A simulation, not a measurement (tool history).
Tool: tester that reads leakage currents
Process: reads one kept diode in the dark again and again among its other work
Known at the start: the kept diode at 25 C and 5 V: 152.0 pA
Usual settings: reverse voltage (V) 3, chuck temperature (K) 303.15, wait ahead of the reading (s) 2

| run | hour | reverse voltage (V) | chuck temperature (K) | wait ahead of the reading (s) | current that the tester gives (pA) |
|---|---|---|---|---|---|
| 1 | 0 | 3 | 303.15 | 2 | 195.63 |
| 2 | 59 | 5.73 | 303.15 | 2 | 238.55 |
| 3 | 109.1 | 5.73 | 303.15 | 2 | 239.62 |
| 4 | 168.2 | 1.3 | 303.15 | 2 | 149.75 |
| 5 | 256.6 | 1.3 | 303.15 | 2 | 149.39 |
| 6 | 335 | 1.3 | 303.15 | 2 | 150.56 |
| 7 | 405.4 | 1.3 | 303.15 | 2 | 149.73 |
| 8 | 442.7 | 3 | 303.15 | 2 | 194.58 |
| 9 | 515.6 | 3 | 303.15 | 2 | 193.71 |
| 10 | 572.6 | 3 | 309.15 | 2 | 310.87 |
| 11 | 659.4 | 3 | 303.15 | 1.34 | 195.88 |
| 12 | 715 | 3 | 303.15 | 1.34 | 195.32 |
| 13 | 783.2 | 3 | 322.15 | 1.34 | 813.79 |
|  | 811.7 | chuck's temperature calibrated |
| 14 | 849.2 | 3 | 312.15 | 1.34 | 394.26 |
| 15 | 928.8 | 3 | 312.15 | 1.34 | 391.18 |
| 16 | 997.3 | 3 | 312.15 | 1.34 | 392.33 |
| 17 | 1062.6 | 3 | 303.15 | 2 | 194.88 |
| 18 | 1122.2 | 3 | 303.15 | 2 | 194.55 |
| 19 | 1170.9 | 3 | 303.15 | 2 | 195.69 |
| 20 | 1208.8 | 3 | 317.15 | 2 | 569.16 |
| 21 | 1268.9 | 4.44 | 303.15 | 0.42 | 224.12 |
| 22 | 1309.3 | 10.32 | 303.15 | 2 | 287.9 |
| 23 | 1365.5 | 10.25 | 306.15 | 2 | 364.58 |
| 24 | 1426.4 | 10.25 | 307.15 | 3.15 | 394.49 |
| 25 | 1494.4 | 5.65 | 303.15 | 2 | 238.26 |
| 26 | 1567.7 | 5.65 | 303.15 | 2 | 237.94 |
| 27 | 1608.6 | 2.37 | 300.15 | 0.31 | 144.73 |
| 28 | 1648.4 | 4.32 | 298.15 | 1.08 | 147.6 |

Forecast run 29:
| 29 | 1685.4 | 4.32 | 298.15 | 1.08 | ? |

current that the tester gives (pA): 146.93
Without the tool's hidden state the same run would have given current that the tester gives (pA) 147.05.
